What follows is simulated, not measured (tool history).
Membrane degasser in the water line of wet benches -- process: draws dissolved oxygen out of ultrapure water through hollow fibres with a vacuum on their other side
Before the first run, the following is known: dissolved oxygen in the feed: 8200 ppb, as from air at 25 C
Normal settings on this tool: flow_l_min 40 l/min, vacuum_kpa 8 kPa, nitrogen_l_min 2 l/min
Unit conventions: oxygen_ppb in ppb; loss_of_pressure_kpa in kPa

{"run": 1, "hour": 0.0, "flow_l_min": 40, "vacuum_kpa": 8, "nitrogen_l_min": 2, "oxygen_ppb": 213.7, "loss_of_pressure_kpa": 41.57}
{"run": 2, "hour": 58.9, "flow_l_min": 40, "vacuum_kpa": 8, "nitrogen_l_min": 2, "oxygen_ppb": 211.9, "loss_of_pressure_kpa": 41.9}
{"run": 3, "hour": 109.8, "flow_l_min": 40, "vacuum_kpa": 8, "nitrogen_l_min": 2, "oxygen_ppb": 216.9, "loss_of_pressure_kpa": 42.01}
{"run": 4, "hour": 141.1, "flow_l_min": 40, "vacuum_kpa": 8, "nitrogen_l_min": 2, "oxygen_ppb": 214.3, "loss_of_pressure_kpa": 41.81}
{"run": 5, "hour": 189.1, "flow_l_min": 40, "vacuum_kpa": 8, "nitrogen_l_min": 2, "oxygen_ppb": 209.3, "loss_of_pressure_kpa": 41.91}
{"run": 6, "hour": 248.8, "flow_l_min": 40, "vacuum_kpa": 8, "nitrogen_l_min": 2, "oxygen_ppb": 210.6, "loss_of_pressure_kpa": 41.55}
{"run": 7, "hour": 295.9, "flow_l_min": 40, "vacuum_kpa": 8, "nitrogen_l_min": 2, "oxygen_ppb": 210.1, "loss_of_pressure_kpa": 41.95}
{"run": 8, "hour": 325.1, "flow_l_min": 40, "vacuum_kpa": 8, "nitrogen_l_min": 2, "oxygen_ppb": 212.1, "loss_of_pressure_kpa": 41.76}
{"run": 9, "hour": 371.5, "flow_l_min": 40, "vacuum_kpa": 8, "nitrogen_l_min": 2, "oxygen_ppb": 211.8, "loss_of_pressure_kpa": 41.89}
{"run": 10, "hour": 433.3, "flow_l_min": 40, "vacuum_kpa": 8, "nitrogen_l_min": 3.73, "oxygen_ppb": 122.7, "loss_of_pressure_kpa": 41.84}
{"run": 11, "hour": 478.3, "flow_l_min": 40, "vacuum_kpa": 8, "nitrogen_l_min": 3.73, "oxygen_ppb": 121.9, "loss_of_pressure_kpa": 41.97}
{"run": 12, "hour": 510.4, "flow_l_min": 40, "vacuum_kpa": 8.68, "nitrogen_l_min": 2, "oxygen_ppb": 241.7, "loss_of_pressure_kpa": 41.99}
{"run": 13, "hour": 546.1, "flow_l_min": 40, "vacuum_kpa": 8, "nitrogen_l_min": 2, "oxygen_ppb": 210.8, "loss_of_pressure_kpa": 41.56}
{"run": 14, "hour": 608.1, "flow_l_min": 40, "vacuum_kpa": 8, "nitrogen_l_min": 2, "oxygen_ppb": 216.4, "loss_of_pressure_kpa": 41.75}
{"run": 15, "hour": 667.1, "flow_l_min": 30, "vacuum_kpa": 8, "nitrogen_l_min": 2, "oxygen_ppb": 164.1, "loss_of_pressure_kpa": 31.43}
{"run": 16, "hour": 723.2, "flow_l_min": 40, "vacuum_kpa": 12.16, "nitrogen_l_min": 2, "oxygen_ppb": 385.5, "loss_of_pressure_kpa": 41.67}
{"run": 17, "hour": 777.8, "flow_l_min": 40, "vacuum_kpa": 5.12, "nitrogen_l_min": 0.84, "oxygen_ppb": 179.7, "loss_of_pressure_kpa": 42.11}
{"run": 18, "hour": 830.0, "flow_l_min": 40, "vacuum_kpa": 5.12, "nitrogen_l_min": 0.84, "oxygen_ppb": 180.7, "loss_of_pressure_kpa": 42.17}
{"run": 19, "hour": 881.3, "flow_l_min": 40, "vacuum_kpa": 10.91, "nitrogen_l_min": 2, "oxygen_ppb": 333.4, "loss_of_pressure_kpa": 41.89}
{"run": 20, "hour": 937.1, "flow_l_min": 40, "vacuum_kpa": 10.91, "nitrogen_l_min": 2, "oxygen_ppb": 335.5, "loss_of_pressure_kpa": 41.94}
{"run": 21, "hour": 992.2, "flow_l_min": 40, "vacuum_kpa": 10.91, "nitrogen_l_min": 2, "oxygen_ppb": 335.3, "loss_of_pressure_kpa": 41.86}
{"run": 22, "hour": 1038.3, "flow_l_min": 40, "vacuum_kpa": 5.59, "nitrogen_l_min": 2, "oxygen_ppb": 109.6, "loss_of_pressure_kpa": 41.69}
{"run": 23, "hour": 1069.7, "flow_l_min": 53, "vacuum_kpa": 8, "nitrogen_l_min": 2, "oxygen_ppb": 278.2, "loss_of_pressure_kpa": 55.11}
{"run": 24, "hour": 1106.7, "flow_l_min": 40, "vacuum_kpa": 8, "nitrogen_l_min": 3.75, "oxygen_ppb": 122.3, "loss_of_pressure_kpa": 41.7}
{"run": 25, "hour": 1132.9, "flow_l_min": 40, "vacuum_kpa": 8, "nitrogen_l_min": 0.8, "oxygen_ppb": 446.7, "loss_of_pressure_kpa": 41.51}
{"run": 26, "hour": 1178.1, "flow_l_min": 43, "vacuum_kpa": 5.3, "nitrogen_l_min": 1.05, "oxygen_ppb": 170.8, "loss_of_pressure_kpa": 45.12}
{"run": 27, "hour": 1208.5, "flow_l_min": 40, "vacuum_kpa": 8, "nitrogen_l_min": 2.51, "oxygen_ppb": 175.9, "loss_of_pressure_kpa": 41.86}
{"run": 28, "hour": 1250.0, "flow_l_min": 26, "vacuum_kpa": 8, "nitrogen_l_min": 2.51, "oxygen_ppb": 117, "loss_of_pressure_kpa": 27.25}
{"run": 29, "hour": 1275.2, "flow_l_min": 26, "vacuum_kpa": 5.79, "nitrogen_l_min": 2.51, "oxygen_ppb": 63.8, "loss_of_pressure_kpa": 27.01}
{"run": 30, "hour": 1319.6, "flow_l_min": 40, "vacuum_kpa": 14.58, "nitrogen_l_min": 1.16, "oxygen_ppb": 749.5, "loss_of_pressure_kpa": 41.84}
{"run": 31, "hour": 1369.0, "flow_l_min": 28, "vacuum_kpa": 8, "nitrogen_l_min": 2, "oxygen_ppb": 156.6, "loss_of_pressure_kpa": 29.55}

What if the next run were any one of these 5? Each begins from the tool's condition after run 31:
{"run": "A", "hour": 1428.6, "flow_l_min": 25, "vacuum_kpa": 9.07, "nitrogen_l_min": 4.91, "oxygen_ppb": "?", "loss_of_pressure_kpa": "?"}
{"run": "B", "hour": 1428.6, "flow_l_min": 45, "vacuum_kpa": 6.17, "nitrogen_l_min": 2, "oxygen_ppb": "?", "loss_of_pressure_kpa": "?"}
{"run": "C", "hour": 1428.6, "flow_l_min": 58, "vacuum_kpa": 10.42, "nitrogen_l_min": 2, "oxygen_ppb": "?", "loss_of_pressure_kpa": "?"}
{"run": "D", "hour": 1428.6, "flow_l_min": 41, "vacuum_kpa": 8, "nitrogen_l_min": 1.04, "oxygen_ppb": "?", "loss_of_pressure_kpa": "?"}
{"run": "E", "hour": 1428.6, "flow_l_min": 31, "vacuum_kpa": 8, "nitrogen_l_min": 2, "oxygen_ppb": "?", "loss_of_pressure_kpa": "?"}

run=A oxygen_ppb=72.4 loss_of_pressure_kpa=25.99
run=B oxygen_ppb=148.1 loss_of_pressure_kpa=47
run=C oxygen_ppb=431.3 loss_of_pressure_kpa=60.46
run=D oxygen_ppb=371.4 loss_of_pressure_kpa=42.78
run=E oxygen_ppb=172.1 loss_of_pressure_kpa=32.3
What these runs would have given with no unlogged condition in the tool:
run=A oxygen_ppb=72.3 loss_of_pressure_kpa=25.98
run=B oxygen_ppb=147.6 loss_of_pressure_kpa=46.98
run=C oxygen_ppb=430.7 loss_of_pressure_kpa=60.44
run=D oxygen_ppb=370.7 loss_of_pressure_kpa=42.76
run=E oxygen_ppb=171.8 loss_of_pressure_kpa=32.29

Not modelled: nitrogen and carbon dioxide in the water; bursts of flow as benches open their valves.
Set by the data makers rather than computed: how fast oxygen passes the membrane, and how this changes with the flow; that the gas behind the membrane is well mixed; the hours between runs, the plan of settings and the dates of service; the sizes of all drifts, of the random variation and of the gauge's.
